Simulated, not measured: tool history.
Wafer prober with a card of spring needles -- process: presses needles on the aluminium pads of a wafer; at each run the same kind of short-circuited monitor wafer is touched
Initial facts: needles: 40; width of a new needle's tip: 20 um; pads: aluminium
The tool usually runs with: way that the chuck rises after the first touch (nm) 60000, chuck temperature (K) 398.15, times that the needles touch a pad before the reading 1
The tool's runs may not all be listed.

run	day	way that the chuck rises after the first touch (nm)	chuck temperature (K)	times that the needles touch a pad before the reading	resistance of one needle with its contact and lead (mohm)	way that a needle slides on the pad (nm)
1	0.000	60000	398.15	1	330	10535
2	0.279	60000	398.15	1	362	10536
3	0.446	60000	398.15	2	320	10538
4	0.792	60000	398.15	2	328	10538
5	0.967	60000	398.15	2	332	10541
6	1.188	72000	398.15	1	350	12663
# day 1.362: tips cleaned on abrasive film
7	1.438	72000	398.15	1	249	12646
8	1.746	72000	398.15	1	292	12643
9	1.917	60000	398.15	2	300	10528
10	2.238	60000	377.15	1	379	10526
11	2.546	60000	377.15	1	394	10523
12	2.788	53000	305.15	1	468	9286
# day 3.075: tips cleaned on abrasive film
13	3.179	53000	305.15	3	228	9268
14	3.492	53000	305.15	3	263	9265
15	3.671	40000	305.15	2	413	6979
16	3.896	54000	314.15	1	416	9445
17	4.233	54000	314.15	1	447	9458
18	4.562	59000	381.15	1	423	10340
# day 4.775: tips cleaned on abrasive film
19	4.871	46000	360.15	2	267	8012
20	5.075	78000	345.15	1	270	13668
21	5.267	48000	337.15	3	290	8375

Forecast each of these 4 alternatives for the next run:
A	5.633	45000	337.15	2	?	?
B	5.633	47000	341.15	1	?	?
C	5.633	56000	337.15	1	?	?
D	5.633	48000	320.15	3	?	?

run	resistance of one needle with its contact and lead (mohm)	way that a needle slides on the pad (nm)
A	397	7832
B	480	8180
C	407	9784
D	303	8379
The same runs, with their run-to-run variation unchanged, on a tool lacking any hidden condition would have given:
run	resistance of one needle with its contact and lead (mohm)	way that a needle slides on the pad (nm)
A	220	7956
B	214	8305
C	212	9908
D	208	8503

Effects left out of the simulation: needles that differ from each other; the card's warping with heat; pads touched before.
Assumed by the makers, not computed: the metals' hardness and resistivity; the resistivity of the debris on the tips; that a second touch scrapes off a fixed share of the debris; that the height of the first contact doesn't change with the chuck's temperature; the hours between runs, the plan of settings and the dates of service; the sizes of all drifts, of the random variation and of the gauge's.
